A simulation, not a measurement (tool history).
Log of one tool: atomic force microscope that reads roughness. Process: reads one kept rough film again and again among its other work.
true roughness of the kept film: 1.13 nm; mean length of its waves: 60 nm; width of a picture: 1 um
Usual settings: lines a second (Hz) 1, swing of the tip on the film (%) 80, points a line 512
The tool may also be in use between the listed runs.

run,hour,lines a second (Hz),swing of the tip on the film (%),points a line,roughness of the kept film (nm (root mean square))
1,0,1,80,512,1.006
2,30.9,1,80,512,0.998
3,68.8,1,80,512,0.991
4,94.5,1,80,512,0.984
5,149.8,1,80,454,0.98
6,175,1,80,454,0.975
# hour 190.8: new tip fitted
7,231.3,1,80,454,1.02
8,278.4,1,80,512,1.012
9,302.3,2.38,80,512,0.906
10,326.2,2.38,80,512,0.908
11,368.7,2.38,80,512,0.896
12,394.8,2.38,80,512,0.901
13,423.5,1,80,512,0.99
14,452.2,1,80,512,0.994
15,477.9,1,80,512,0.99
# hour 491.6: new tip fitted
16,526,1,80,1023,1.02
17,551.2,1,80,872,1.017
18,580.9,1,80,872,1.017
19,610.9,1,82,872,1.005
20,666.1,0.62,80,512,1.041
21,699,0.62,64,512,1.072
22,735.8,1.95,80,512,0.916
23,790,1.95,80,512,0.924
# hour 794.4: new tip fitted
24,828.2,1,63,512,1.071
25,870.7,1,63,512,1.069
26,895.7,3.18,63,512,0.999
27,947.9,1.87,61,440,1.039
28,986.8,1,66,310,1.041
29,1018.9,1,73,284,1.021
30,1053.2,0.66,84,284,1.013
# hour 1057.4: height scale calibrated on a step standard
31,1085.5,1,61,865,1.047
# hour 1098.6: new tip fitted
32,1133.3,1.5,74,865,1.01
33,1166,1.5,74,865,1.013
34,1213.1,1.5,74,865,1.007
35,1239.6,1.5,74,865,1.007
36,1265.2,0.83,69,673,1.053
37,1312.5,0.83,90,673,0.973
38,1364.3,2.17,80,277,0.906
# hour 1379.3: height scale calibrated on a step standard, once more
39,1393.2,1,81,609,0.983
# hour 1402.2: new tip fitted
40,1417.4,1,56,941,1.088
41,1456.7,1,56,941,1.085
42,1481,1,84,432,0.99
43,1523.4,1.97,75,432,0.964
44,1562.3,1.09,75,964,1.013
45,1613.6,0.54,82,964,1.039
46,1662.8,0.54,82,964,1.021
47,1685.3,0.54,82,964,1.016
# hour 1704.4: new tip fitted
48,1713.9,0.54,82,964,1.053
49,1743.3,0.56,64,510,1.086
50,1781.6,1.64,74,307,0.993
51,1818.8,0.51,70,601,1.075
52,1861.8,0.51,73,608,1.061

4 ways to go on from here, each from the tool as it stands after run 52. What would each give?
A,1885.8,1.91,80,558,?
B,1885.8,0.51,90,811,?
C,1885.8,2,73,608,?
D,1885.8,1.73,69,329,?

run,roughness of the kept film (nm (root mean square))
A,0.933
B,1.016
C,0.971
D,1.002
Without the tool's hidden state the same runs would have given:
run,roughness of the kept film (nm (root mean square))
A,0.957
B,1.041
C,0.995
D,1.027
